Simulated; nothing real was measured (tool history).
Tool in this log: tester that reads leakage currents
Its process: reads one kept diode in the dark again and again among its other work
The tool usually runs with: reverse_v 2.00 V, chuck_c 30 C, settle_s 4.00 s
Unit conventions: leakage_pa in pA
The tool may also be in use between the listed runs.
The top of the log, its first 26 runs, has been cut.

| run | hour | reverse_v | chuck_c | settle_s | leakage_pa |
|---|---|---|---|---|---|
|  | 4637.2 | tester calibrated, once more |
| 27 | 4806.0 | 2.06 | 37 | 0.38 | 214.54 |
| 28 | 4977.7 | 1.70 | 22 | 4.00 | 58.97 |
| 29 | 5082.1 | 4.33 | 45 | 4.37 | 533.33 |
| 30 | 5200.9 | 4.33 | 45 | 4.37 | 534.55 |
| 31 | 5447.5 | 5.07 | 57 | 4.37 | 1323.90 |
|  | 5483.5 | probe card cleaned and baked |
| 32 | 5607.0 | 5.07 | 57 | 4.37 | 1320.88 |
| 33 | 5753.3 | 1.17 | 56 | 6.14 | 650.52 |
| 34 | 5996.1 | 8.52 | 55 | 3.51 | 1421.21 |
| 35 | 6151.6 | 8.52 | 34 | 3.51 | 294.01 |
| 36 | 6377.0 | 2.28 | 41 | 0.44 | 285.61 |
| 37 | 6572.8 | 2.28 | 35 | 0.44 | 178.03 |
| 38 | 6764.6 | 4.32 | 31 | 0.57 | 171.05 |

5 ways to go on from here, each from the tool as it stands after run 38. What would each give?
|  | 6849.7 | chuck's temperature calibrated |
| A | 6990.1 | 2.00 | 25 | 2.79 | ? |
|  | 6849.7 | chuck's temperature calibrated |
| B | 6990.1 | 4.32 | 31 | 3.88 | ? |
|  | 6849.7 | chuck's temperature calibrated |
| C | 6990.1 | 4.32 | 39 | 0.37 | ? |
|  | 6849.7 | chuck's temperature calibrated |
| D | 6990.1 | 4.32 | 50 | 0.57 | ? |
|  | 6849.7 | chuck's temperature calibrated |
| E | 6990.1 | 5.24 | 42 | 4.00 | ? |

| run | leakage_pa |
|---|---|
| A | 88.83 |
| B | 202.04 |
| C | 379.59 |
| D | 845.75 |
| E | 513.78 |
Stripped of hidden state, with their random variation kept, the same runs would have yielded:
| run | leakage_pa |
|---|---|
| A | 86.88 |
| B | 197.77 |
| C | 374.99 |
| D | 840.21 |
| E | 508.10 |
